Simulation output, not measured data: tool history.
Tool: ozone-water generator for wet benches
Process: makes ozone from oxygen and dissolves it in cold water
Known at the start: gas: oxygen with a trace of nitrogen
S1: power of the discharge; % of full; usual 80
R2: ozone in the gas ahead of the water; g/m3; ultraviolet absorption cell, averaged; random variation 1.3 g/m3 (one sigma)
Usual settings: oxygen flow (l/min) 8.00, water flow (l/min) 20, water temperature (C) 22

Run 1, hour 0.0: usual settings. Result: dissolved ozone (ppm) 34.1, R2 247.6 g/m3.
Run 2, hour 25.0: usual settings but S1 77 % of full. Result: dissolved ozone (ppm) 33.1, R2 242.7 g/m3.
Run 3, hour 59.4: usual settings but S1 77 % of full. Result: dissolved ozone (ppm) 33.4, R2 240.8 g/m3.
Run 4, hour 92.2: usual settings. Result: dissolved ozone (ppm) 34.7, R2 245.6 g/m3.
Run 5, hour 136.7: usual settings but S1 75 % of full. Result: dissolved ozone (ppm) 32.9, R2 236.8 g/m3.
Run 6, hour 173.0: usual settings but S1 75 % of full. Result: dissolved ozone (ppm) 32.7, R2 236.2 g/m3.
At hour 178.2: water thermometer calibrated.
Run 7, hour 219.8: usual settings but S1 75 % of full. Result: dissolved ozone (ppm) 33.1, R2 236.4 g/m3.
Run 8, hour 258.1: usual settings but water flow (l/min) 27, water temperature (C) 16. Result: dissolved ozone (ppm) 31.4, R2 246.2 g/m3.
Run 9, hour 290.3: usual settings but S1 88 % of full, oxygen flow (l/min) 4.91, water flow (l/min) 27, water temperature (C) 16. Result: dissolved ozone (ppm) 32.3, R2 339.0 g/m3.
At hour 304.5: water thermometer calibrated, once more.
Run 10, hour 316.3: usual settings but oxygen flow (l/min) 8.18, water temperature (C) 17. Result: dissolved ozone (ppm) 37.2, R2 240.1 g/m3.
Run 11, hour 361.3: usual settings but oxygen flow (l/min) 8.18, water temperature (C) 17. Result: dissolved ozone (ppm) 36.9, R2 239.2 g/m3.
Run 12, hour 399.1: usual settings but S1 85 % of full, oxygen flow (l/min) 4.59, water flow (l/min) 18, water temperature (C) 19. Result: dissolved ozone (ppm) 40.9, R2 345.7 g/m3.
Run 13, hour 450.9: usual settings but S1 43 % of full, oxygen flow (l/min) 11.53. Result: dissolved ozone (ppm) 22.3, R2 139.2 g/m3.
Run 14, hour 488.3: usual settings but S1 43 % of full, oxygen flow (l/min) 11.53, water flow (l/min) 22, water temperature (C) 24. Result: dissolved ozone (ppm) 20.4, R2 141.3 g/m3.

4 ways to go on from here, each from the tool as it stands after run 14. What would each give?
Run A, hour 536.3: usual settings but water flow (l/min) 29, water temperature (C) 29. Result: dissolved ozone (ppm) ?, R2 ?.
Run B, hour 536.3: usual settings but S1 43 % of full, oxygen flow (l/min) 12.58, water temperature (C) 14. Result: dissolved ozone (ppm) ?, R2 ?.
Run C, hour 536.3: usual settings but water flow (l/min) 22. Result: dissolved ozone (ppm) ?, R2 ?.
Run D, hour 536.3: usual settings. Result: dissolved ozone (ppm) ?, R2 ?.

run  dissolved ozone (ppm)     R2
  A                   24.3  245.7
  B                   26.0  133.0
  C                   32.0  244.8
  D                   34.0  244.1
Without the tool's hidden state the same runs would have given:
run  dissolved ozone (ppm)     R2
  A                   25.0  249.3
  B                   26.6  134.3
  C                   32.8  248.3
  D                   34.9  247.7

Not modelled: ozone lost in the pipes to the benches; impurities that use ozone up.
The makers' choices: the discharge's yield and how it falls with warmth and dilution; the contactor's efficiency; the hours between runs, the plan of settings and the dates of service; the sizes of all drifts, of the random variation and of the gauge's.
